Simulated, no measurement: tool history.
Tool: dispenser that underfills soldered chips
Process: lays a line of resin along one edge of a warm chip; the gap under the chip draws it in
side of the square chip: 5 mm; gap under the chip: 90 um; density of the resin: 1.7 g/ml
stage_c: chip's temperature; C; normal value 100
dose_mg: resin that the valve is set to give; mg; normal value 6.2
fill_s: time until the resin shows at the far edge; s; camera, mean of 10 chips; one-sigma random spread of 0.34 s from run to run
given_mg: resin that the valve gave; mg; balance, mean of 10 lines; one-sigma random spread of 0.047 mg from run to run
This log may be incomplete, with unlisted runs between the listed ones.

run  hour  stage_c  dose_mg  fill_s  given_mg
  1     0      100      6.2    23.5      6.04
      3.6  -- new syringe of resin
  2   4.9      100      6.2    16.4      6.02
  3   9.1      100      6.2    19.9      6.08
  4  13.2      100      6.2    22.3      6.13
     17.9  -- new syringe of resin
  5    19      100      6.2    16.4      5.99
  6  24.5      100      6.2    19.5      6.03
  7    29      100      6.2    22.9      6.06
     32.4  -- new syringe of resin
  8  35.6      100      6.2    17.4      5.92
  9  40.1      111      6.2    14.2      5.94
     42.4  -- dispensing valve cleaned and set on the balance
 10  46.6      111      6.2    18.2      6.22
     47.9  -- new syringe of resin
 11  51.5       94      6.2    21.1      6.26
 12  57.4       94      6.2    26.8      6.19
     62.4  -- new syringe of resin
 13  62.4       93     7.19    20.2      7.16
 14  65.5      111     5.98    12.3      5.95
 15  68.5      111     5.98    13.5      5.85
 16  73.3      111     5.98      16      5.89
     77.1  -- new syringe of resin
 17  77.5      107      5.6    12.4      5.44
 18  81.6       93     6.83    23.4      6.75
 19  84.9       93     6.83    25.8      6.67

Measured result minus the same run's result without the hidden state. Both carry the same run-to-run variation, though not necessarily the same gauge scatter:
Unlogged tool condition in this case: resin's viscosity, % of fresh resin's; dose that the valve gives, % of what is set; true chip temperature over the reading, C; drift of the gauge itself on fill_s, %; drift of the gauge itself on given_mg, %.
run  fill_s  given_mg
  1    +7.8     -0.11
  2    +0.5     -0.13
  3    +3.2     -0.15
  4    +6.2     -0.16
  5    +0.2     -0.18
  6    +3.7      -0.2
  7    +7.2     -0.22
  8    +1.8     -0.24
  9    +3.3     -0.26
 10    +6.5        +0
 11      +2     -0.02
 12    +7.3     -0.03
 13    -0.3     -0.07
 14    +1.2     -0.06
 15    +2.6     -0.07
 16      +5     -0.08
 17    -0.2     -0.09
 18    +2.8     -0.13
 19    +5.8     -0.14
